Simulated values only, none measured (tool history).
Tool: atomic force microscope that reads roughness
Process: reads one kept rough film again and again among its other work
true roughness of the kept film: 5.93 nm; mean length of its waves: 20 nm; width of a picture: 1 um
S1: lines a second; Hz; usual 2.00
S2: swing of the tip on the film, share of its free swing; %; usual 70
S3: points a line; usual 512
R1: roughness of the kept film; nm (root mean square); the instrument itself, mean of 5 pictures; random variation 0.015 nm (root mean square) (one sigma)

run,hour,S1,S2,S3,R1
1,0.0,2.00,70,512,2.386
# hour 7.6: new tip fitted
2,9.6,2.00,63,512,3.522
3,19.9,2.00,70,785,3.398
4,27.3,2.00,70,785,3.343
5,39.7,2.00,70,785,3.284
6,50.6,2.00,70,785,3.169
7,61.6,2.00,70,785,3.089
8,70.7,0.87,70,785,3.097
9,76.6,2.00,70,512,2.977
10,83.7,2.00,70,512,2.929
11,93.1,2.00,70,512,2.891
12,102.3,2.00,70,272,2.778
13,108.2,2.00,70,272,2.732
14,120.5,2.00,70,272,2.669
15,127.5,2.00,70,512,2.708
16,133.4,2.00,70,512,2.673
17,144.7,2.00,70,512,2.615
18,153.0,2.00,70,512,2.595
19,160.3,2.00,70,512,2.537
20,169.4,2.00,70,512,2.504
21,180.6,2.00,70,512,2.448
22,191.1,2.00,70,512,2.406
23,201.9,2.00,70,512,2.357
24,207.1,2.00,70,512,2.361
# hour 214.6: new tip fitted
25,216.7,2.00,70,512,3.457
26,223.8,1.43,70,1010,3.461
27,235.8,3.64,70,402,3.209
28,243.5,1.32,59,512,3.357
29,254.9,1.32,59,512,3.275
30,261.5,2.23,83,462,3.017
31,272.8,2.23,83,462,2.927
32,278.2,2.23,83,462,2.899
33,285.7,1.15,77,512,3.032
34,291.5,1.90,77,867,2.950
35,301.5,1.29,77,867,2.898
36,313.2,2.00,81,437,2.738
37,320.1,2.47,58,332,2.798
38,327.1,2.00,63,512,2.785
39,339.4,1.74,68,362,2.698
40,351.0,1.74,68,362,2.647
41,361.5,0.84,68,362,2.651
42,368.1,2.00,74,719,2.538
43,376.1,2.47,70,390,2.470
44,383.2,3.68,70,404,2.382
45,389.6,2.11,70,512,2.474
46,399.9,1.49,58,512,2.471
47,410.1,0.63,79,818,2.449
48,417.6,0.67,79,927,2.400
# hour 421.7: new tip fitted
49,429.8,0.67,79,927,3.560
50,439.0,0.97,70,906,3.466

4 ways to go on from here, each from the tool as it stands after run 50. What would each give?
A,449.0,1.55,70,512,?
B,449.0,0.79,62,906,?
C,449.0,1.13,84,303,?
D,449.0,2.59,72,352,?

run,R1
A,3.305
B,3.435
C,3.211
D,3.201
Without the tool's hidden state the same runs would have given:
run,R1
A,3.565
B,3.705
C,3.464
D,3.453
